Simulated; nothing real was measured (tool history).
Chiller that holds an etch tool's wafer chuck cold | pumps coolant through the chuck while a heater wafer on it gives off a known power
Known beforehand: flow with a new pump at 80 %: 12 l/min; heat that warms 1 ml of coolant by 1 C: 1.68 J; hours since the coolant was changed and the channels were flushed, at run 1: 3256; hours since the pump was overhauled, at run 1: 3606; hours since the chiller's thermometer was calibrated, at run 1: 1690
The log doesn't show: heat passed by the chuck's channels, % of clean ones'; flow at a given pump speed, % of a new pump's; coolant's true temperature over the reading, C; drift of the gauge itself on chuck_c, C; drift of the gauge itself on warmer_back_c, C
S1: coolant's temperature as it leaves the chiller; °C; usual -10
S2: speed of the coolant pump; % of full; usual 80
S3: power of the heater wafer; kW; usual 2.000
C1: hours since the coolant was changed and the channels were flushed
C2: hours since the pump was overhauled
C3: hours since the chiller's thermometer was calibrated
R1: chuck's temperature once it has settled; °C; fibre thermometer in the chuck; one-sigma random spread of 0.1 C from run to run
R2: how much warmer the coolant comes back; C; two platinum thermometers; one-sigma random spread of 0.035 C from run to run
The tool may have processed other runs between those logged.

run 1 hour=0.0 | S1=-10 S2=80 S3=2.000 | C1=3256 C2=3606 C3=1690 | R1=3.6 R2=5.92
run 2 hour=39.4 | S1=-10 S2=80 S3=2.000 | C1=3296 C2=3646 C3=1729 | R1=3.5 R2=5.99
run 3 hour=126.7 | S1=-10 S2=80 S3=2.959 | C1=3383 C2=3733 C3=1816 | R1=9.9 R2=8.80
run 4 hour=184.9 | S1=-10 S2=80 S3=2.959 | C1=3441 C2=3791 C3=1875 | R1=10.0 R2=8.77
run 5 hour=232.1 | S1=-10 S2=80 S3=1.882 | C1=3488 C2=3838 C3=1922 | R1=2.8 R2=5.54
run 6 hour=280.7 | S1=-10 S2=80 S3=1.882 | C1=3537 C2=3887 C3=1970 | R1=2.8 R2=5.56
run 7 hour=343.0 | S1=-10 S2=80 S3=2.000 | C1=3599 C2=3949 C3=2033 | R1=3.3 R2=5.92
run 8 hour=389.6 | S1=-1 S2=80 S3=2.000 | C1=3646 C2=3996 C3=2079 | R1=12.4 R2=5.98
run 9 hour=446.3 | S1=0 S2=85 S3=1.350 | C1=3702 C2=4052 C3=2136 | R1=8.5 R2=3.74
run 10 hour=516.0 | S1=0 S2=85 S3=1.350 | C1=3772 C2=4122 C3=2206 | R1=8.6 R2=3.74
run 11 hour=563.2 | S1=-11 S2=77 S3=1.350 | C1=3819 C2=4169 C3=2253 | R1=-1.5 R2=4.22
-- hour=612.9 chiller's thermometer calibrated
run 12 hour=626.6 | S1=-1 S2=85 S3=1.367 | C1=3882 C2=4232 C3=14 | R1=7.7 R2=3.82
run 13 hour=695.9 | S1=-1 S2=85 S3=1.367 | C1=3951 C2=4301 C3=83 | R1=7.6 R2=3.84
run 14 hour=732.6 | S1=-2 S2=96 S3=1.103 | C1=3988 C2=4338 C3=120 | R1=4.2 R2=2.72
run 15 hour=814.2 | S1=-6 S2=92 S3=2.338 | C1=4069 C2=4419 C3=201 | R1=7.9 R2=5.89

5 options for the next run, each taken on its own from the tool as it stands now. Forecast them:
run A hour=877.3 | S1=-6 S2=84 S3=1.227 | C1=4132 C2=4482 C3=264 | R1=? R2=?
run B hour=877.3 | S1=-5 S2=81 S3=2.338 | C1=4132 C2=4482 C3=264 | R1=? R2=?
run C hour=877.3 | S1=-6 S2=68 S3=2.338 | C1=4132 C2=4482 C3=264 | R1=? R2=?
run D hour=877.3 | S1=-6 S2=92 S3=1.206 | C1=4132 C2=4482 C3=264 | R1=? R2=?
run E hour=877.3 | S1=-1 S2=64 S3=2.000 | C1=4132 C2=4482 C3=264 | R1=? R2=?

run=A R1=1.9 R2=3.46
run=B R1=10.6 R2=6.84
run=C R1=12.4 R2=8.31
run=D R1=1.0 R2=3.07
run=E R1=15.5 R2=7.65
Without the tool's hidden state the same runs would have given:
run=A R1=1.9 R2=3.46
run=B R1=10.6 R2=6.84
run=C R1=12.3 R2=8.31
run=D R1=1.0 R2=3.07
run=E R1=15.5 R2=7.65
